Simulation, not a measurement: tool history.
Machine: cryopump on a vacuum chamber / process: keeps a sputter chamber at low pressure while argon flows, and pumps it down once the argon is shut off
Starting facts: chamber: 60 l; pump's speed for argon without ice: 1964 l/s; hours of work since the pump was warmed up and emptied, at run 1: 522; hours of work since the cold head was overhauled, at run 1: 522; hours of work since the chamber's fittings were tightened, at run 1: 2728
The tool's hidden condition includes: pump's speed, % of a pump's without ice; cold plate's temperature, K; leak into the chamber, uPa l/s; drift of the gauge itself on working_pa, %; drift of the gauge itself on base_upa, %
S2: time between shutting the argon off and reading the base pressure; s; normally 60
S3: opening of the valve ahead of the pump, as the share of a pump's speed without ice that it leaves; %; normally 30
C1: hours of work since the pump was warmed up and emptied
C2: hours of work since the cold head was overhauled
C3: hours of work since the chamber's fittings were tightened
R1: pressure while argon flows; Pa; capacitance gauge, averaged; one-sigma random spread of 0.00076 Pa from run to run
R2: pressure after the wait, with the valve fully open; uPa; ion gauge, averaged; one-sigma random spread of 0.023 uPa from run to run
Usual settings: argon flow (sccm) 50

{"run": 1, "hour": 0.0, "argon flow (sccm)": 50, "S2": 60, "S3": 30, "C1": 522, "C2": 522, "C3": 2728, "R1": 0.1554, "R2": 2.88}
{"run": 2, "hour": 41.4, "argon flow (sccm)": 50, "S2": 60, "S3": 17, "C1": 547, "C2": 547, "C3": 2753, "R1": 0.2644, "R2": 2.97}
{"run": 3, "hour": 75.1, "argon flow (sccm)": 96, "S2": 60, "S3": 30, "C1": 568, "C2": 568, "C3": 2773, "R1": 0.296, "R2": 2.87}
{"run": 4, "hour": 121.8, "argon flow (sccm)": 50, "S2": 60, "S3": 30, "C1": 596, "C2": 596, "C3": 2802, "R1": 0.1563, "R2": 2.9}
{"run": 5, "hour": 151.9, "argon flow (sccm)": 28, "S2": 60, "S3": 30, "C1": 614, "C2": 614, "C3": 2820, "R1": 0.0877, "R2": 3.09}
{"run": 6, "hour": 193.9, "argon flow (sccm)": 50, "S2": 60, "S3": 20, "C1": 640, "C2": 640, "C3": 2845, "R1": 0.2283, "R2": 3.13}
{"run": 7, "hour": 256.3, "argon flow (sccm)": 50, "S2": 60, "S3": 20, "C1": 677, "C2": 677, "C3": 2883, "R1": 0.2314, "R2": 3.2}
{"run": 8, "hour": 292.5, "argon flow (sccm)": 50, "S2": 60, "S3": 20, "C1": 699, "C2": 699, "C3": 2905, "R1": 0.2329, "R2": 3.2}
{"run": 9, "hour": 326.6, "argon flow (sccm)": 50, "S2": 60, "S3": 30, "C1": 720, "C2": 720, "C3": 2926, "R1": 0.1603, "R2": 3.17}
{"run": 10, "hour": 358.6, "argon flow (sccm)": 50, "S2": 60, "S3": 30, "C1": 739, "C2": 739, "C3": 2945, "R1": 0.1597, "R2": 3.27}
{"run": 11, "hour": 403.4, "argon flow (sccm)": 50, "S2": 81, "S3": 30, "C1": 767, "C2": 767, "C3": 2972, "R1": 0.1619, "R2": 3.15}
{"run": 12, "hour": 465.9, "argon flow (sccm)": 50, "S2": 81, "S3": 30, "C1": 804, "C2": 804, "C3": 3010, "R1": 0.1624, "R2": 3.28}
{"run": 13, "hour": 496.6, "argon flow (sccm)": 50, "S2": 81, "S3": 30, "C1": 823, "C2": 823, "C3": 3029, "R1": 0.1618, "R2": 3.3}
{"hour": 507.3, "done": "pump warmed up, emptied and cooled again"}
{"run": 14, "hour": 551.7, "argon flow (sccm)": 50, "S2": 81, "S3": 30, "C1": 27, "C2": 853, "C3": 3059, "R1": 0.1446, "R2": 2.39}
{"run": 15, "hour": 617.4, "argon flow (sccm)": 50, "S2": 60, "S3": 54, "C1": 67, "C2": 893, "C3": 3099, "R1": 0.0823, "R2": 2.71}
{"run": 16, "hour": 672.7, "argon flow (sccm)": 50, "S2": 60, "S3": 54, "C1": 100, "C2": 927, "C3": 3133, "R1": 0.0834, "R2": 2.84}
{"run": 17, "hour": 721.6, "argon flow (sccm)": 50, "S2": 60, "S3": 54, "C1": 130, "C2": 957, "C3": 3162, "R1": 0.0814, "R2": 2.8}
{"run": 18, "hour": 791.7, "argon flow (sccm)": 22, "S2": 99, "S3": 26, "C1": 172, "C2": 999, "C3": 3205, "R1": 0.0747, "R2": 2.62}
{"run": 19, "hour": 856.5, "argon flow (sccm)": 76, "S2": 25, "S3": 30, "C1": 212, "C2": 1038, "C3": 3244, "R1": 0.2258, "R2": 3.89}
{"run": 20, "hour": 916.0, "argon flow (sccm)": 93, "S2": 254, "S3": 46, "C1": 248, "C2": 1074, "C3": 3280, "R1": 0.1862, "R2": 2.45}
{"run": 21, "hour": 957.6, "argon flow (sccm)": 24, "S2": 21, "S3": 16, "C1": 273, "C2": 1100, "C3": 3305, "R1": 0.1318, "R2": 4.24}
{"run": 22, "hour": 1023.6, "argon flow (sccm)": 24, "S2": 21, "S3": 16, "C1": 313, "C2": 1140, "C3": 3345, "R1": 0.1335, "R2": 4.3}
{"run": 23, "hour": 1052.7, "argon flow (sccm)": 68, "S2": 211, "S3": 30, "C1": 331, "C2": 1157, "C3": 3363, "R1": 0.2054, "R2": 2.64}
{"run": 24, "hour": 1100.4, "argon flow (sccm)": 76, "S2": 22, "S3": 30, "C1": 360, "C2": 1186, "C3": 3392, "R1": 0.229, "R2": 4.38}
{"run": 25, "hour": 1129.4, "argon flow (sccm)": 76, "S2": 22, "S3": 30, "C1": 377, "C2": 1204, "C3": 3410, "R1": 0.2286, "R2": 4.38}
{"run": 26, "hour": 1167.6, "argon flow (sccm)": 58, "S2": 60, "S3": 15, "C1": 400, "C2": 1227, "C3": 3433, "R1": 0.343, "R2": 3.26}
{"run": 27, "hour": 1204.2, "argon flow (sccm)": 75, "S2": 37, "S3": 30, "C1": 423, "C2": 1249, "C3": 3455, "R1": 0.2262, "R2": 3.62}
{"hour": 1212.6, "done": "leaking fittings of the chamber tightened, without venting"}
{"run": 28, "hour": 1267.1, "argon flow (sccm)": 30, "S2": 60, "S3": 32, "C1": 460, "C2": 1286, "C3": 33, "R1": 0.086, "R2": 0.91}
{"run": 29, "hour": 1311.1, "argon flow (sccm)": 50, "S2": 60, "S3": 29, "C1": 486, "C2": 1313, "C3": 60, "R1": 0.1593, "R2": 0.9}
{"run": 30, "hour": 1346.0, "argon flow (sccm)": 50, "S2": 68, "S3": 40, "C1": 507, "C2": 1334, "C3": 81, "R1": 0.1178, "R2": 0.83}
{"run": 31, "hour": 1383.4, "argon flow (sccm)": 61, "S2": 60, "S3": 19, "C1": 530, "C2": 1357, "C3": 104, "R1": 0.2919, "R2": 0.94}
{"run": 32, "hour": 1446.5, "argon flow (sccm)": 71, "S2": 60, "S3": 21, "C1": 568, "C2": 1395, "C3": 142, "R1": 0.3102, "R2": 0.98}
{"run": 33, "hour": 1495.0, "argon flow (sccm)": 50, "S2": 200, "S3": 48, "C1": 598, "C2": 1424, "C3": 171, "R1": 0.1037, "R2": 0.54}

What differs in the tool's unlogged condition from the final listed run ahead of each entry between runs to the first listed run following it?
Between runs 13 and 14: pump warmed up, emptied and cooled again (hour 507.3)
  pump's speed, % of a pump's without ice: 69.4 -> 98.3; leak into the chamber, uPa l/s: 3745 -> 3780
  measured result minus the result with no hidden state, R1: +0.0197 -> +0.0013 Pa; R2: +2.65 -> +1.79 uPa
Between runs 27 and 28: leaking fittings of the chamber tightened, without venting (hour 1212.6)
  pump's speed, % of a pump's without ice: 84 -> 82.6; leak into the chamber, uPa l/s: 4219 -> 349
  measured result minus the result with no hidden state, R1: +0.0133 -> +0.0058 Pa; R2: +2.4 -> +0.07 uPa

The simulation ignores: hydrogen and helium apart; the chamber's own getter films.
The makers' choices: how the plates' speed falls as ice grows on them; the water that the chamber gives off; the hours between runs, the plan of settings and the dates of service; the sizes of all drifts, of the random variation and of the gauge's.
